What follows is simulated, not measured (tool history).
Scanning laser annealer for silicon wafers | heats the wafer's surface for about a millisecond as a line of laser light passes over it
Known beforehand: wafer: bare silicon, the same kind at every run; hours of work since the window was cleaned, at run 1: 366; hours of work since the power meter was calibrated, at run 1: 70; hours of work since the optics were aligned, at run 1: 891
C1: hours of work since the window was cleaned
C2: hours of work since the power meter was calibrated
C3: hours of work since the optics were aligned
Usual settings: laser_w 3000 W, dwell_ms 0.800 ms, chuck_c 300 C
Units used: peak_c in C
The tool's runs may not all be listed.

Run 1, hour 0.0: usual settings; C1 366; C2 70; C3 891. Result: peak_c 1118 C.
At hour 21.3: window over the wafer cleaned.
Run 2, hour 58.4: usual settings; C1 27; C2 111; C3 932. Result: peak_c 1118 C.
Run 3, hour 93.6: usual settings but laser_w 3086 W; C1 53; C2 137; C3 958. Result: peak_c 1139 C.
Run 4, hour 126.6: usual settings but laser_w 3086 W, dwell_ms 0.657 ms; C1 77; C2 161; C3 983. Result: peak_c 1054 C.
At hour 164.3: optics aligned, line set to its width.
Run 5, hour 170.1: usual settings but laser_w 2792 W, dwell_ms 0.657 ms; C1 106; C2 189; C3 4. Result: peak_c 982 C.
Run 6, hour 230.2: usual settings but laser_w 2792 W, dwell_ms 0.657 ms; C1 150; C2 234; C3 48. Result: peak_c 981 C.
Run 7, hour 276.9: usual settings but dwell_ms 0.759 ms; C1 184; C2 268; C3 83. Result: peak_c 1093 C.
Run 8, hour 333.8: usual settings but dwell_ms 0.759 ms; C1 226; C2 310; C3 125. Result: peak_c 1097 C.
Run 9, hour 388.4: usual settings but dwell_ms 0.759 ms; C1 266; C2 350; C3 165. Result: peak_c 1091 C.
Run 10, hour 430.1: usual settings but dwell_ms 0.759 ms; C1 297; C2 381; C3 196. Result: peak_c 1091 C.
Run 11, hour 474.6: usual settings but dwell_ms 0.759 ms; C1 330; C2 413; C3 228. Result: peak_c 1094 C.
Run 12, hour 508.7: usual settings but dwell_ms 0.759 ms, chuck_c 266 C; C1 355; C2 439; C3 253. Result: peak_c 1060 C.
At hour 548.0: window over the wafer cleaned.
Run 13, hour 565.8: usual settings but dwell_ms 0.759 ms, chuck_c 266 C; C1 13; C2 479; C3 294. Result: peak_c 1062 C.
Run 14, hour 623.2: usual settings but dwell_ms 0.759 ms, chuck_c 266 C; C1 55; C2 521; C3 336. Result: peak_c 1060 C.
Run 15, hour 667.5: usual settings but dwell_ms 0.759 ms, chuck_c 266 C; C1 88; C2 554; C3 369. Result: peak_c 1059 C.
Run 16, hour 715.7: usual settings but dwell_ms 0.922 ms; C1 123; C2 589; C3 404. Result: peak_c 1183 C.
Run 17, hour 742.6: usual settings but dwell_ms 0.922 ms; C1 143; C2 609; C3 424. Result: peak_c 1185 C.
Run 18, hour 792.7: usual settings but dwell_ms 0.922 ms; C1 180; C2 646; C3 461. Result: peak_c 1185 C.
Run 19, hour 826.7: usual settings but dwell_ms 0.922 ms; C1 205; C2 671; C3 486. Result: peak_c 1181 C.
Run 20, hour 855.3: usual settings but dwell_ms 0.922 ms; C1 226; C2 692; C3 507. Result: peak_c 1186 C.
Run 21, hour 893.7: usual settings but dwell_ms 0.922 ms; C1 254; C2 720; C3 535. Result: peak_c 1182 C.
Run 22, hour 939.2: usual settings but laser_w 2845 W, dwell_ms 0.788 ms; C1 288; C2 754; C3 568. Result: peak_c 1069 C.
Run 23, hour 967.0: usual settings but laser_w 2845 W, dwell_ms 0.788 ms; C1 308; C2 774; C3 589. Result: peak_c 1068 C.
Run 24, hour 1003.3: usual settings but laser_w 2607 W, dwell_ms 0.900 ms, chuck_c 308 C; C1 335; C2 801; C3 616. Result: peak_c 1065 C.
Run 25, hour 1047.6: usual settings but dwell_ms 0.726 ms; C1 367; C2 833; C3 648. Result: peak_c 1074 C.
At hour 1067.7: window over the wafer cleaned.
Run 26, hour 1082.3: usual settings but laser_w 3135 W, dwell_ms 0.958 ms, chuck_c 319 C; C1 11; C2 857; C3 672. Result: peak_c 1265 C.
Run 27, hour 1138.2: usual settings but laser_w 3096 W, chuck_c 267 C; C1 52; C2 899; C3 713. Result: peak_c 1106 C.
Run 28, hour 1183.1: usual settings but laser_w 2919 W, dwell_ms 0.887 ms, chuck_c 267 C; C1 85; C2 932; C3 746. Result: peak_c 1113 C.
Run 29, hour 1224.3: usual settings but laser_w 2919 W, dwell_ms 0.887 ms, chuck_c 267 C; C1 115; C2 962; C3 777. Result: peak_c 1113 C.
Run 30, hour 1259.3: usual settings but laser_w 2829 W, dwell_ms 0.979 ms; C1 141; C2 988; C3 802. Result: peak_c 1162 C.
Run 31, hour 1302.9: usual settings but laser_w 2829 W, dwell_ms 0.979 ms; C1 173; C2 1020; C3 834. Result: peak_c 1162 C.
Run 32, hour 1350.9: usual settings but laser_w 2829 W, dwell_ms 0.979 ms; C1 208; C2 1055; C3 870. Result: peak_c 1162 C.
Run 33, hour 1401.0: usual settings but laser_w 3228 W, chuck_c 325 C; C1 245; C2 1092; C3 907. Result: peak_c 1202 C.
Run 34, hour 1456.7: usual settings but laser_w 3228 W, chuck_c 325 C; C1 286; C2 1133; C3 948. Result: peak_c 1207 C.
Run 35, hour 1511.8: usual settings but laser_w 2947 W; C1 327; C2 1173; C3 988. Result: peak_c 1101 C.
At hour 1539.7: optics aligned, line set to its width.
Run 36, hour 1559.5: usual settings but laser_w 2947 W; C1 358; C2 1205; C3 15. Result: peak_c 1103 C.
Run 37, hour 1585.6: usual settings but laser_w 2947 W; C1 377; C2 1224; C3 34. Result: peak_c 1103 C.
At hour 1595.9: window over the wafer cleaned.
Run 38, hour 1640.5: usual settings but dwell_ms 0.591 ms, chuck_c 307 C; C1 33; C2 1263; C3 73. Result: peak_c 999 C.
Run 39, hour 1696.0: usual settings but dwell_ms 0.591 ms, chuck_c 307 C; C1 74; C2 1304; C3 114. Result: peak_c 1001 C.
Run 40, hour 1734.8: usual settings but laser_w 3168 W, chuck_c 285 C; C1 102; C2 1332; C3 142. Result: peak_c 1148 C.

Here are 4 independent what-if runs from the current tool condition. What would each one return?
Run A, hour 1785.9: usual settings but dwell_ms 0.786 ms, chuck_c 333 C; C1 140; C2 1370; C3 180. Result: peak_c ?.
Run B, hour 1785.9: usual settings but laser_w 2897 W, dwell_ms 0.769 ms, chuck_c 317 C; C1 140; C2 1370; C3 180. Result: peak_c ?.
Run C, hour 1785.9: usual settings but laser_w 3047 W; C1 140; C2 1370; C3 180. Result: peak_c ?.
Run D, hour 1785.9: usual settings but laser_w 3270 W, dwell_ms 0.635 ms, chuck_c 282 C; C1 140; C2 1370; C3 180. Result: peak_c ?.

run  peak_c
  A    1142
  B    1091
  C    1129
  D    1062
With no hidden state in the tool, these same runs would have given:
run  peak_c
  A    1142
  B    1091
  C    1130
  D    1062
